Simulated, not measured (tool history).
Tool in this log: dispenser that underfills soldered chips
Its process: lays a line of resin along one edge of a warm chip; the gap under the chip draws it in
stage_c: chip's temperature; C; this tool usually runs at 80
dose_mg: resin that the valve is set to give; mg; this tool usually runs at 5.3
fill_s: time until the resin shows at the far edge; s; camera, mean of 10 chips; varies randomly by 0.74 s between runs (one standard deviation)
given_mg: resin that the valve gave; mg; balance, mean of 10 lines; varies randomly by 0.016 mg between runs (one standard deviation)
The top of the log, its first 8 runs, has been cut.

run,hour,stage_c,dose_mg,hours of work since the syringe was changed,hours of work since the valve was cleaned,hours of work since the stage was calibrated,fill_s,given_mg
9,31,80,6.57,5,20,140,87.7,6.53
# hour 33.7: new syringe of resin
10,36.2,80,6.57,2,24,144,71.4,6.52
11,41.3,80,5.3,6,28,148,91.4,5.24
# hour 43.2: new syringe of resin
12,45.4,80,5.3,2,31,151,74.2,5.26
13,49.7,80,4.55,5,34,154,91.4,4.5
# hour 52.7: new syringe of resin
14,53.8,80,5.3,1,37,157,70.6,5.24
15,58,84,5.3,4,40,160,67.8,5.24
# hour 62.1: new syringe of resin
16,63,84,5.3,1,44,164,59.3,5.24
17,67.6,87,5.3,4,47,167,59.9,5.21
18,69.9,87,5.3,6,49,169,64.8,5.2
# hour 71.8: new syringe of resin
19,74.7,70,4.56,2,53,173,138.3,4.46
20,78.8,80,4.6,5,56,176,93.7,4.53
# hour 81.1: new syringe of resin
21,83,85,4.98,1,59,179,60.3,4.88

Estimate the outcome of run 22 from the log above:
22,85.7,76,4.55,4,61,181,?,?

fill_s: 107.5 s
given_mg: 4.49 mg
Had the tool carried no hidden state, the very same run would have given fill_s 88.5 s, given_mg 4.58 mg.
